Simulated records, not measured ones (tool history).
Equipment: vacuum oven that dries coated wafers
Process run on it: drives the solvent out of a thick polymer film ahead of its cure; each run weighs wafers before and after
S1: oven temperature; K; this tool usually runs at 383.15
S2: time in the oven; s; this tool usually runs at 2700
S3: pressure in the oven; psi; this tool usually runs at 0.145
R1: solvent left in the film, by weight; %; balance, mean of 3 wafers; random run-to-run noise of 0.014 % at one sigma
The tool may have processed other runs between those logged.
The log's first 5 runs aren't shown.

| run | hour | S1 | S2 | S3 | R1 |
|---|---|---|---|---|---|
| 6 | 88.5 | 376.15 | 2700 | 0.145 | 2.49 |
| 7 | 111.3 | 376.15 | 2700 | 0.145 | 2.48 |
| 8 | 134.7 | 383.15 | 2700 | 0.145 | 1.36 |
| 9 | 145.5 | 383.15 | 2700 | 0.145 | 1.35 |
| 10 | 164.2 | 383.15 | 2700 | 0.145 | 1.36 |
| 11 | 173.9 | 383.15 | 2700 | 0.145 | 1.35 |
| 12 | 195.7 | 383.15 | 2700 | 0.145 | 1.34 |
| 13 | 209.3 | 383.15 | 2700 | 0.145 | 1.37 |
| 14 | 227.4 | 383.15 | 2700 | 0.251 | 1.58 |
| 15 | 244.8 | 383.15 | 2700 | 0.145 | 1.33 |
| 16 | 267.7 | 383.15 | 1740 | 0.145 | 2.99 |
| 17 | 279 | 371.15 | 1740 | 0.145 | 5.95 |
| 18 | 295.8 | 371.15 | 1740 | 0.145 | 5.97 |
| 19 | 306 | 371.15 | 1740 | 0.145 | 6 |
| 20 | 322.7 | 371.15 | 1740 | 0.145 | 5.96 |
| 21 | 336.6 | 371.15 | 1740 | 0.145 | 5.97 |
| 22 | 359.7 | 383.15 | 2700 | 0.096 | 1.23 |
| 23 | 382 | 383.15 | 2700 | 0.096 | 1.21 |
| 24 | 393.6 | 383.15 | 2100 | 0.519 | 3.06 |
| 25 | 409.2 | 377.15 | 2460 | 0.457 | 3.51 |
| 26 | 430.7 | 377.15 | 2460 | 0.457 | 3.53 |
| 27 | 443.4 | 380.15 | 2700 | 0.145 | 1.78 |
| 28 | 461.7 | 391.15 | 2700 | 0.238 | 0.78 |
| 29 | 479.2 | 380.15 | 1440 | 0.522 | 5.45 |
| 30 | 492.2 | 394.15 | 4500 | 0.145 | 0.25 |

Expected results for the next run?
| 31 | 507.6 | 394.15 | 4500 | 0.28 | ? |

R1: 0.5 %
If the tool had no hidden condition, the same run with the same run-to-run variation would have returned R1 0.5 %.

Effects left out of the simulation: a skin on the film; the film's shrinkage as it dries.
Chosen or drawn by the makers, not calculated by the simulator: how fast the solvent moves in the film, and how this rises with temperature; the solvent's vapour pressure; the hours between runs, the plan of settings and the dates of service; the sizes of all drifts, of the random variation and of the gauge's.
